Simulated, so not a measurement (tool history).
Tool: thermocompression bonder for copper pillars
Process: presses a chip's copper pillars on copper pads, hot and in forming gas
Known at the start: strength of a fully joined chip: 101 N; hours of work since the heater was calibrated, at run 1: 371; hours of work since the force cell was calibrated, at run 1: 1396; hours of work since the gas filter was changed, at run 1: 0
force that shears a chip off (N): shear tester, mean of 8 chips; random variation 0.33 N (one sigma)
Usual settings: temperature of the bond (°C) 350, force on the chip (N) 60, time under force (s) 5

run,day,temperature of the bond (°C),force on the chip (N),time under force (s),hours of work since the heater was calibrated,hours of work since the force cell was calibrated,hours of work since the gas filter was changed,force that shears a chip off (N)
1,0,350,60,5,371,1396,0,51.4
2,2.942,350,60,5,413,1438,42,50.9
3,5.683,350,60,5,453,1478,82,50.7
4,8.108,352,60,5,488,1513,117,50.8
5,9.896,352,60,5,513,1538,142,50.9
6,11.517,352,60,5,537,1562,166,51.1
7,13.742,350,60,5,569,1594,198,49.5
8,17.183,350,60,5,618,1643,247,50
9,19.688,350,60,5,654,1679,283,50.1
10,22.479,350,60,5,694,1719,323,50.1
11,25.708,350,60,5,741,1766,370,48.8
12,27.783,378,64,5,770,1796,399,66.1
13,30.871,350,44,12,815,1840,444,52.5
14,32.567,341,52,3,839,1864,468,32.2
# day 33.712: forming gas filter changed
15,35.046,361,82,5,875,1900,19,70.2
16,37.033,350,47,5,903,1928,48,43.4
17,39.238,369,60,7,935,1960,79,68.5
18,41.704,369,60,7,970,1995,115,67.9
19,44.171,361,81,13,1006,2031,150,84
# day 45.525: force cell calibrated
20,47.025,354,74,10,1046,22,191,72.5

3 ways to go on from here, each from the tool as it stands after run 20. What would each give?
A,50.325,354,74,6,1093,69,238,?
B,50.325,354,79,11,1093,69,238,?
C,50.325,360,74,8,1093,69,238,?

run,force that shears a chip off (N)
A,62.5
B,76.1
C,71.1
Without the tool's hidden state the same runs would have given:
run,force that shears a chip off (N)
A,62.8
B,76.9
C,71.7
